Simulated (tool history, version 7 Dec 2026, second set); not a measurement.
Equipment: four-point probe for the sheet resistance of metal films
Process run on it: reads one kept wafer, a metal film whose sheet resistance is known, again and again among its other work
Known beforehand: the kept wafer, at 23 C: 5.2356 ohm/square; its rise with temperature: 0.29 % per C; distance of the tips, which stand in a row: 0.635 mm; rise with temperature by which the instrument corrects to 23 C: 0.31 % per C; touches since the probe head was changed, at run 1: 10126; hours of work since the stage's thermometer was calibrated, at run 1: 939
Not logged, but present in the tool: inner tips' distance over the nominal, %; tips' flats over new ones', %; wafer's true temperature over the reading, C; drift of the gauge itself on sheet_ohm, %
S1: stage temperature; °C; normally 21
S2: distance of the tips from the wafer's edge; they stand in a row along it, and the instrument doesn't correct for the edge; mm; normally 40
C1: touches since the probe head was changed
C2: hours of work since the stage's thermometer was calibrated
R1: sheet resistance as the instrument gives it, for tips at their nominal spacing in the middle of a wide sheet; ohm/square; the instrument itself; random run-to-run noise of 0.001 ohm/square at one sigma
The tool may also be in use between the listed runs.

{"run": 1, "hour": 0.0, "S1": 21, "S2": 40, "C1": 10126, "C2": 939, "R1": 5.234839}
{"run": 2, "hour": 9.5, "S1": 21, "S2": 40, "C1": 10303, "C2": 946, "R1": 5.235142}
{"run": 3, "hour": 21.8, "S1": 21, "S2": 5, "C1": 10529, "C2": 955, "R1": 5.279905}
{"run": 4, "hour": 39.6, "S1": 21, "S2": 5, "C1": 10860, "C2": 967, "R1": 5.280327}
{"run": 5, "hour": 47.9, "S1": 21, "S2": 5, "C1": 11014, "C2": 973, "R1": 5.280937}
{"run": 6, "hour": 61.2, "S1": 21, "S2": 5, "C1": 11261, "C2": 983, "R1": 5.279342}
{"run": 7, "hour": 77.7, "S1": 21, "S2": 5, "C1": 11567, "C2": 995, "R1": 5.277724}
{"run": 8, "hour": 88.2, "S1": 31, "S2": 5, "C1": 11763, "C2": 1003, "R1": 5.268076}
{"run": 9, "hour": 99.9, "S1": 21, "S2": 18, "C1": 11979, "C2": 1011, "R1": 5.236875}
{"run": 10, "hour": 118.8, "S1": 21, "S2": 16, "C1": 12330, "C2": 1025, "R1": 5.238545}
{"run": 11, "hour": 128.0, "S1": 21, "S2": 6, "C1": 12500, "C2": 1032, "R1": 5.265419}
{"run": 12, "hour": 138.7, "S1": 21, "S2": 40, "C1": 12700, "C2": 1039, "R1": 5.237125}
{"run": 13, "hour": 149.5, "S1": 21, "S2": 40, "C1": 12900, "C2": 1047, "R1": 5.235225}
{"run": 14, "hour": 163.5, "S1": 21, "S2": 40, "C1": 13160, "C2": 1057, "R1": 5.233562}
{"run": 15, "hour": 177.5, "S1": 21, "S2": 40, "C1": 13419, "C2": 1068, "R1": 5.234761}
{"run": 16, "hour": 188.6, "S1": 21, "S2": 13, "C1": 13625, "C2": 1076, "R1": 5.239405}
{"run": 17, "hour": 198.7, "S1": 21, "S2": 43, "C1": 13813, "C2": 1083, "R1": 5.233288}
{"run": 18, "hour": 217.9, "S1": 29, "S2": 40, "C1": 14169, "C2": 1097, "R1": 5.224481}
{"run": 19, "hour": 233.8, "S1": 21, "S2": 40, "C1": 14463, "C2": 1108, "R1": 5.231419}
{"run": 20, "hour": 249.7, "S1": 21, "S2": 40, "C1": 14759, "C2": 1120, "R1": 5.234297}
{"run": 21, "hour": 266.6, "S1": 21, "S2": 38, "C1": 15072, "C2": 1132, "R1": 5.233142}
{"run": 22, "hour": 282.0, "S1": 21, "S2": 40, "C1": 15358, "C2": 1143, "R1": 5.233196}
{"run": 23, "hour": 292.7, "S1": 18, "S2": 40, "C1": 15557, "C2": 1151, "R1": 5.236354}
{"run": 24, "hour": 301.8, "S1": 34, "S2": 23, "C1": 15726, "C2": 1158, "R1": 5.21857}
{"run": 25, "hour": 310.4, "S1": 25, "S2": 5, "C1": 15885, "C2": 1164, "R1": 5.274868}
{"run": 26, "hour": 320.7, "S1": 33, "S2": 64, "C1": 16077, "C2": 1171, "R1": 5.220933}
{"hour": 322.1, "done": "stage's thermometer calibrated"}
{"run": 27, "hour": 330.0, "S1": 33, "S2": 64, "C1": 16240, "C2": 6, "R1": 5.220294}
{"run": 28, "hour": 341.9, "S1": 19, "S2": 6, "C1": 16461, "C2": 14, "R1": 5.268635}
{"run": 29, "hour": 360.1, "S1": 21, "S2": 23, "C1": 16798, "C2": 28, "R1": 5.235462}
{"run": 30, "hour": 373.8, "S1": 21, "S2": 23, "C1": 17052, "C2": 38, "R1": 5.236577}
{"run": 31, "hour": 383.3, "S1": 19, "S2": 33, "C1": 17228, "C2": 44, "R1": 5.238107}
{"run": 32, "hour": 403.3, "S1": 26, "S2": 68, "C1": 17601, "C2": 59, "R1": 5.227185}
{"run": 33, "hour": 415.3, "S1": 26, "S2": 68, "C1": 17823, "C2": 68, "R1": 5.228505}
{"hour": 427.7, "done": "stage's thermometer calibrated, once more"}
{"run": 34, "hour": 431.7, "S1": 26, "S2": 40, "C1": 18118, "C2": 3, "R1": 5.227182}
{"run": 35, "hour": 447.5, "S1": 28, "S2": 9, "C1": 18411, "C2": 14, "R1": 5.237127}
{"run": 36, "hour": 466.0, "S1": 21, "S2": 10, "C1": 18754, "C2": 28, "R1": 5.241417}
{"run": 37, "hour": 474.5, "S1": 22, "S2": 45, "C1": 18912, "C2": 34, "R1": 5.230874}
{"run": 38, "hour": 482.8, "S1": 22, "S2": 50, "C1": 19066, "C2": 40, "R1": 5.229588}
{"run": 39, "hour": 497.0, "S1": 30, "S2": 46, "C1": 19329, "C2": 50, "R1": 5.217909}
{"run": 40, "hour": 510.4, "S1": 30, "S2": 46, "C1": 19577, "C2": 60, "R1": 5.219801}
{"run": 41, "hour": 521.8, "S1": 30, "S2": 46, "C1": 19790, "C2": 68, "R1": 5.219312}
{"run": 42, "hour": 538.5, "S1": 22, "S2": 13, "C1": 20099, "C2": 80, "R1": 5.234965}
{"run": 43, "hour": 548.7, "S1": 22, "S2": 13, "C1": 20288, "C2": 88, "R1": 5.233264}
{"run": 44, "hour": 567.5, "S1": 22, "S2": 13, "C1": 20637, "C2": 101, "R1": 5.23405}
{"run": 45, "hour": 580.0, "S1": 24, "S2": 47, "C1": 20869, "C2": 111, "R1": 5.227159}

Consider 3 possible next runs. They are alternatives, not a sequence: every one starts from the tool as it was left by run 45. What does each give?
{"run": "A", "hour": 593.7, "S1": 29, "S2": 47, "C1": 21124, "C2": 121, "R1": "?"}
{"run": "B", "hour": 593.7, "S1": 20, "S2": 47, "C1": 21124, "C2": 121, "R1": "?"}
{"run": "C", "hour": 593.7, "S1": 20, "S2": 47, "C1": 21124, "C2": 121, "R1": "?"}

run=A R1=5.221548
run=B R1=5.23085
run=C R1=5.230692
The same runs, with their run-to-run variation unchanged, on a tool lacking any hidden condition would have given:
run=A R1=5.230207
run=B R1=5.239498
run=C R1=5.239341
